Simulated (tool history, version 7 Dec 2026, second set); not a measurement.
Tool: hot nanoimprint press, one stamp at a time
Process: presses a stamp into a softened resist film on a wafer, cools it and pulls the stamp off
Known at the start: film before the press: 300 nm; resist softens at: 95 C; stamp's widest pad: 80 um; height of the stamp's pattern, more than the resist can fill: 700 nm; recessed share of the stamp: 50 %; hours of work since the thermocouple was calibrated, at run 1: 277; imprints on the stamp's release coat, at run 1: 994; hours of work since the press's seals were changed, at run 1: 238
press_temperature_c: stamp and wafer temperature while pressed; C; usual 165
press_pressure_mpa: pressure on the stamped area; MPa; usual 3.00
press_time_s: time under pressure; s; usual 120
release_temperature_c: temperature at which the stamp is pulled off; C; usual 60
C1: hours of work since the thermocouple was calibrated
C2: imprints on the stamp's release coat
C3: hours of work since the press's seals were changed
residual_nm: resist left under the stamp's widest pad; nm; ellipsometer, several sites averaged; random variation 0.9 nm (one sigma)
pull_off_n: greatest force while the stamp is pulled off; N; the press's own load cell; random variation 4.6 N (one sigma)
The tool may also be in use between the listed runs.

run 1 hour=0.0 | press_temperature_c=165 press_pressure_mpa=3.00 press_time_s=120 release_temperature_c=60 | C1=277 C2=994 C3=238 | residual_nm=132.3 pull_off_n=310
run 2 hour=6.2 | press_temperature_c=165 press_pressure_mpa=3.00 press_time_s=120 release_temperature_c=60 | C1=281 C2=1014 C3=242 | residual_nm=131.6 pull_off_n=301
run 3 hour=17.7 | press_temperature_c=161 press_pressure_mpa=3.00 press_time_s=120 release_temperature_c=60 | C1=288 C2=1051 C3=249 | residual_nm=161.4 pull_off_n=305
run 4 hour=27.8 | press_temperature_c=161 press_pressure_mpa=3.00 press_time_s=120 release_temperature_c=60 | C1=294 C2=1084 C3=255 | residual_nm=161.6 pull_off_n=315
run 5 hour=39.1 | press_temperature_c=161 press_pressure_mpa=3.00 press_time_s=120 release_temperature_c=60 | C1=301 C2=1120 C3=262 | residual_nm=161.0 pull_off_n=312
run 6 hour=45.7 | press_temperature_c=165 press_pressure_mpa=3.00 press_time_s=104 release_temperature_c=60 | C1=305 C2=1142 C3=266 | residual_nm=138.5 pull_off_n=314
run 7 hour=56.4 | press_temperature_c=165 press_pressure_mpa=3.00 press_time_s=104 release_temperature_c=60 | C1=312 C2=1177 C3=273 | residual_nm=139.1 pull_off_n=321
run 8 hour=61.8 | press_temperature_c=165 press_pressure_mpa=3.00 press_time_s=120 release_temperature_c=60 | C1=315 C2=1194 C3=276 | residual_nm=132.8 pull_off_n=313
run 9 hour=71.9 | press_temperature_c=165 press_pressure_mpa=3.00 press_time_s=120 release_temperature_c=60 | C1=321 C2=1227 C3=283 | residual_nm=131.4 pull_off_n=332
run 10 hour=81.0 | press_temperature_c=165 press_pressure_mpa=3.00 press_time_s=120 release_temperature_c=60 | C1=327 C2=1256 C3=288 | residual_nm=132.1 pull_off_n=327
run 11 hour=91.5 | press_temperature_c=165 press_pressure_mpa=3.00 press_time_s=120 release_temperature_c=60 | C1=334 C2=1290 C3=295 | residual_nm=133.4 pull_off_n=331
run 12 hour=98.3 | press_temperature_c=177 press_pressure_mpa=3.00 press_time_s=120 release_temperature_c=60 | C1=338 C2=1313 C3=299 | residual_nm=75.1 pull_off_n=340
run 13 hour=106.1 | press_temperature_c=177 press_pressure_mpa=3.00 press_time_s=120 release_temperature_c=60 | C1=343 C2=1338 C3=304 | residual_nm=74.5 pull_off_n=316
run 14 hour=114.3 | press_temperature_c=165 press_pressure_mpa=3.47 press_time_s=120 release_temperature_c=56 | C1=348 C2=1364 C3=309 | residual_nm=124.1 pull_off_n=361
run 15 hour=125.5 | press_temperature_c=165 press_pressure_mpa=4.55 press_time_s=96 release_temperature_c=56 | C1=355 C2=1401 C3=316 | residual_nm=116.0 pull_off_n=353
-- hour=129.4 plate thermocouple calibrated
run 16 hour=138.8 | press_temperature_c=173 press_pressure_mpa=3.01 press_time_s=82 release_temperature_c=55 | C1=6 C2=1434 C3=322 | residual_nm=105.5 pull_off_n=368
run 17 hour=146.0 | press_temperature_c=173 press_pressure_mpa=3.01 press_time_s=64 release_temperature_c=61 | C1=10 C2=1457 C3=327 | residual_nm=114.9 pull_off_n=339
run 18 hour=153.9 | press_temperature_c=173 press_pressure_mpa=3.01 press_time_s=64 release_temperature_c=61 | C1=15 C2=1483 C3=332 | residual_nm=114.4 pull_off_n=333
run 19 hour=163.2 | press_temperature_c=173 press_pressure_mpa=2.35 press_time_s=64 release_temperature_c=61 | C1=21 C2=1513 C3=338 | residual_nm=133.1 pull_off_n=358
-- hour=169.9 plate thermocouple calibrated, once more
run 20 hour=171.7 | press_temperature_c=167 press_pressure_mpa=3.00 press_time_s=232 release_temperature_c=60 | C1=1 C2=1531 C3=341 | residual_nm=89.6 pull_off_n=344
run 21 hour=179.2 | press_temperature_c=163 press_pressure_mpa=3.00 press_time_s=95 release_temperature_c=60 | C1=6 C2=1555 C3=346 | residual_nm=147.7 pull_off_n=347
run 22 hour=186.4 | press_temperature_c=165 press_pressure_mpa=3.00 press_time_s=101 release_temperature_c=63 | C1=10 C2=1579 C3=350 | residual_nm=131.7 pull_off_n=342
run 23 hour=194.3 | press_temperature_c=154 press_pressure_mpa=2.05 press_time_s=120 release_temperature_c=47 | C1=15 C2=1604 C3=355 | residual_nm=233.0 pull_off_n=414
run 24 hour=204.5 | press_temperature_c=165 press_pressure_mpa=3.78 press_time_s=189 release_temperature_c=60 | C1=21 C2=1637 C3=361 | residual_nm=93.3 pull_off_n=340
run 25 hour=212.1 | press_temperature_c=165 press_pressure_mpa=3.78 press_time_s=117 release_temperature_c=62 | C1=26 C2=1662 C3=366 | residual_nm=111.6 pull_off_n=342
run 26 hour=223.3 | press_temperature_c=165 press_pressure_mpa=3.78 press_time_s=74 release_temperature_c=62 | C1=33 C2=1698 C3=373 | residual_nm=130.9 pull_off_n=357

Hidden state at the last listed run before each entry between runs and at the first one after, where it differs:
Between runs 15 and 16: plate thermocouple calibrated (hour 129.4)
  true temperature over the reading, C: -1.27 -> -1.48; pressure that arrives at the usual setting, %: 98.65 -> 98.62; grip of the stamp's worn release coat, % over a new coat's: 48.1 -> 49.3
  measured less the result without the state, residual_nm: +8.6 -> +7.9 nm; pull_off_n: +119 -> +126 N
Between runs 19 and 20: plate thermocouple calibrated, once more (hour 169.9)
  true temperature over the reading, C: -1.54 -> 0.24; pressure that arrives at the usual setting, %: 98.55 -> 98.53; grip of the stamp's worn release coat, % over a new coat's: 52.2 -> 52.9
  measured less the result without the state, residual_nm: +9.6 -> -0.3 nm; pull_off_n: +129 -> +118 N

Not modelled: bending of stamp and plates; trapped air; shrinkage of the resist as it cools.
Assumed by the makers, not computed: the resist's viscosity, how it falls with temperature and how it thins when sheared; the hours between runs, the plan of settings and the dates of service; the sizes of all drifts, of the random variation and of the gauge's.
